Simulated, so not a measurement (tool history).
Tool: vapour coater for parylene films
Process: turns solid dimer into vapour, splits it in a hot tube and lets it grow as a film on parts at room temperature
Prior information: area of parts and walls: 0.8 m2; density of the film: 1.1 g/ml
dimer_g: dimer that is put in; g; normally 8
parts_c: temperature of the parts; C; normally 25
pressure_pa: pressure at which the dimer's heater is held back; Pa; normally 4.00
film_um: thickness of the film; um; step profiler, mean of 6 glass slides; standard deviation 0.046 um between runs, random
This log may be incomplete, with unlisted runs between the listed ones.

run 1 hour=0.0 | dimer_g=8 parts_c=25 pressure_pa=4.00 | film_um=4.88
run 2 hour=46.0 | dimer_g=8 parts_c=25 pressure_pa=4.00 | film_um=4.95
run 3 hour=70.0 | dimer_g=8 parts_c=25 pressure_pa=2.67 | film_um=5.26
run 4 hour=95.8 | dimer_g=8 parts_c=25 pressure_pa=2.67 | film_um=5.24
run 5 hour=129.7 | dimer_g=8 parts_c=25 pressure_pa=2.67 | film_um=5.27
run 6 hour=167.7 | dimer_g=8 parts_c=29 pressure_pa=2.67 | film_um=4.67
run 7 hour=194.2 | dimer_g=8 parts_c=27 pressure_pa=4.00 | film_um=4.57
run 8 hour=224.2 | dimer_g=8 parts_c=33 pressure_pa=4.00 | film_um=3.93
run 9 hour=255.4 | dimer_g=8 parts_c=33 pressure_pa=4.00 | film_um=3.91
run 10 hour=296.0 | dimer_g=8 parts_c=25 pressure_pa=4.00 | film_um=4.68
run 11 hour=342.5 | dimer_g=8 parts_c=25 pressure_pa=4.00 | film_um=4.71
run 12 hour=370.6 | dimer_g=8 parts_c=25 pressure_pa=4.00 | film_um=4.62
run 13 hour=424.9 | dimer_g=8 parts_c=25 pressure_pa=4.00 | film_um=5.12
run 14 hour=454.7 | dimer_g=8 parts_c=25 pressure_pa=4.00 | film_um=4.99
run 15 hour=482.7 | dimer_g=8 parts_c=25 pressure_pa=6.81 | film_um=4.65
run 16 hour=517.8 | dimer_g=8 parts_c=25 pressure_pa=6.81 | film_um=4.57
run 17 hour=560.3 | dimer_g=3 parts_c=25 pressure_pa=4.00 | film_um=1.86
run 18 hour=588.9 | dimer_g=3 parts_c=25 pressure_pa=4.00 | film_um=1.89
run 19 hour=623.6 | dimer_g=3 parts_c=25 pressure_pa=4.00 | film_um=1.88
run 20 hour=668.1 | dimer_g=3 parts_c=25 pressure_pa=4.00 | film_um=1.87
run 21 hour=718.8 | dimer_g=8 parts_c=28 pressure_pa=4.00 | film_um=4.56
run 22 hour=756.6 | dimer_g=8 parts_c=28 pressure_pa=2.95 | film_um=4.72
run 23 hour=788.9 | dimer_g=12 parts_c=29 pressure_pa=4.00 | film_um=6.56
run 24 hour=818.1 | dimer_g=10 parts_c=28 pressure_pa=2.32 | film_um=6.14
run 25 hour=861.4 | dimer_g=4 parts_c=25 pressure_pa=4.00 | film_um=2.40
run 26 hour=915.1 | dimer_g=4 parts_c=25 pressure_pa=4.00 | film_um=2.38
run 27 hour=937.3 | dimer_g=12 parts_c=25 pressure_pa=4.77 | film_um=6.88
run 28 hour=968.2 | dimer_g=7 parts_c=34 pressure_pa=4.00 | film_um=3.34
run 29 hour=1019.3 | dimer_g=3 parts_c=25 pressure_pa=2.38 | film_um=1.90
run 30 hour=1059.9 | dimer_g=7 parts_c=17 pressure_pa=7.50 | film_um=4.42
run 31 hour=1087.9 | dimer_g=7 parts_c=17 pressure_pa=7.50 | film_um=4.44
run 32 hour=1132.8 | dimer_g=5 parts_c=20 pressure_pa=4.67 | film_um=3.51
run 33 hour=1180.5 | dimer_g=11 parts_c=20 pressure_pa=3.22 | film_um=8.23
run 34 hour=1220.7 | dimer_g=8 parts_c=27 pressure_pa=3.33 | film_um=5.00
run 35 hour=1250.2 | dimer_g=8 parts_c=27 pressure_pa=3.33 | film_um=4.91
run 36 hour=1292.3 | dimer_g=7 parts_c=27 pressure_pa=2.02 | film_um=4.64
run 37 hour=1333.0 | dimer_g=7 parts_c=27 pressure_pa=2.02 | film_um=4.74
run 38 hour=1386.0 | dimer_g=6 parts_c=25 pressure_pa=7.00 | film_um=3.39
run 39 hour=1431.7 | dimer_g=8 parts_c=28 pressure_pa=4.80 | film_um=4.48
run 40 hour=1474.6 | dimer_g=8 parts_c=28 pressure_pa=4.80 | film_um=4.41
run 41 hour=1502.0 | dimer_g=4 parts_c=33 pressure_pa=5.71 | film_um=1.88
run 42 hour=1548.5 | dimer_g=4 parts_c=19 pressure_pa=4.00 | film_um=2.80
run 43 hour=1603.9 | dimer_g=4 parts_c=22 pressure_pa=3.89 | film_um=2.61
run 44 hour=1646.3 | dimer_g=5 parts_c=21 pressure_pa=4.75 | film_um=3.18

Removed from this log: 3 entries logged between the listed runs. Between which two listed runs does each belong, and how does the tool's hidden state at the listed run before it compare with that at the listed run after it?
After run 9, before run 10: table's thermometer calibrated (hour 269.6)
  vapour lost through the trap's worn valve, %: 8.4 -> 8.9; true temperature of the parts over the reading, C: -0.48 -> 0.07
  measured result minus the result with no hidden state, film_um: -0.31 -> -0.47 um
After run 12, before run 13: trap's valve overhauled (hour 424.9)
  vapour lost through the trap's worn valve, %: 9.9 -> 0.4; true temperature of the parts over the reading, C: 0.05 -> 0.04
  measured result minus the result with no hidden state, film_um: -0.51 -> -0.03 um
After run 31, before run 32: trap's valve overhauled (hour 1130.5)
  vapour lost through the trap's worn valve, %: 10.1 -> 0.4; true temperature of the parts over the reading, C: -0.1 -> -0.11
  measured result minus the result with no hidden state, film_um: -0.49 -> -0.01 um

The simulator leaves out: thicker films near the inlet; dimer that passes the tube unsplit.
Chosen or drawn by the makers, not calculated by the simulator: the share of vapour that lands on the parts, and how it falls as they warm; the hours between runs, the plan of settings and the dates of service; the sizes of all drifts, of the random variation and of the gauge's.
